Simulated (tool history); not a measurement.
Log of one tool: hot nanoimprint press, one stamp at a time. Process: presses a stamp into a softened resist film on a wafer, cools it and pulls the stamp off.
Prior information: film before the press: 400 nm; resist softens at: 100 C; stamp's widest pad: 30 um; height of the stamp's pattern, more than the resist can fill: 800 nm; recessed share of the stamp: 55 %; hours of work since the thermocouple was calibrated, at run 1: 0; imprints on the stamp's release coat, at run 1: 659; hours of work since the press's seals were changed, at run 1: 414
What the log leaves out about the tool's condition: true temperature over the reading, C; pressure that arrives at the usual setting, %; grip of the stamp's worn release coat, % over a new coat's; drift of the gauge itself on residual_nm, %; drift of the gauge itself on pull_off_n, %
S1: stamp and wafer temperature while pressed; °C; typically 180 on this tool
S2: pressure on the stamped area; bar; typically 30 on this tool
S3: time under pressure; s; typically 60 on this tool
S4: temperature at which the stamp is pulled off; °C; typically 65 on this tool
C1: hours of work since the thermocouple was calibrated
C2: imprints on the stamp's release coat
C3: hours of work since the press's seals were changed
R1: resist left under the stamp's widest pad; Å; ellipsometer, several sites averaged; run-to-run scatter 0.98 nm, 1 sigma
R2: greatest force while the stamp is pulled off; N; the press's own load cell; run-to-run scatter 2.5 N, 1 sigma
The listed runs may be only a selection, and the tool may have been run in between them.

run	hour	S1	S2	S3	S4	C1	C2	C3	R1	R2
1	0	180	30	60	65	0	659	414	2112	113
2	32.5	180	30	60	65	14	706	429	2124	121
3	55.7	180	30	60	65	24	740	439	2126	120
4	79.2	180	30	60	65	35	774	449	2117	116
5	98.1	180	37.3	60	65	43	801	458	1913	119
6	122.8	180	37.3	60	65	54	837	468	1921	120
7	137.9	180	37.3	60	65	61	859	475	1910	123
8	153.3	180	37.3	60	65	67	881	482	1909	118
9	175.5	180	37.3	36	65	77	913	492	2287	117
10	199	180	30	60	65	88	947	502	2098	117
11	214.4	180	30	60	65	94	969	509	2105	119
12	241.1	180	30	60	65	106	1008	520	2114	121
13	261.6	180	30	60	65	115	1038	529	2078	114
14	290.4	180	30	60	65	128	1079	542	2096	116
# hour 314.3: stamp cleaned and given a new release coat
15	320.7	180	30	60	65	138	9	553	2095	115
16	352.8	180	36.8	34	65	152	56	567	2311	116
17	370.2	180	26.8	51	65	160	81	575	2310	116
18	387.6	171	41.9	60	65	168	106	582	2240	113
19	411.1	180	22.5	93	73	178	140	593	2050	111
20	445.7	180	45.6	60	66	193	190	608	1738	118
21	470.3	181	30	60	64	204	225	619	2031	121
22	491.4	172	30.1	60	65	213	256	628	2483	119
23	526.3	191	30	60	65	229	306	643	1627	117
24	543.7	177	40.4	35	60	236	331	651	2339	122
25	565.1	177	40.4	98	60	246	362	660	1630	123
26	596.2	177	40.4	98	60	260	407	674	1647	119
27	623.2	177	40.4	98	60	271	446	686	1621	124
28	641.2	184	24.6	116	55	279	472	694	1623	125
29	664.7	190	36.7	94	59	290	506	704	1258	126

Each row is a separate what-if for the run after 29, all from the same tool condition, not one after another. Results?
# hour 686.1: plate thermocouple calibrated
A	698.4	184	46.7	60	67	5	551	718	?	?
# hour 686.1: plate thermocouple calibrated
B	698.4	190	36.7	37	54	5	551	718	?	?
# hour 686.1: plate thermocouple calibrated
C	698.4	187	30	73	65	5	551	718	?	?

run	R1	R2
A	1552	112
B	1799	133
C	1637	119
Without the tool's hidden state the same runs would have given:
run	R1	R2
A	1586	112
B	1840	132
C	1674	118
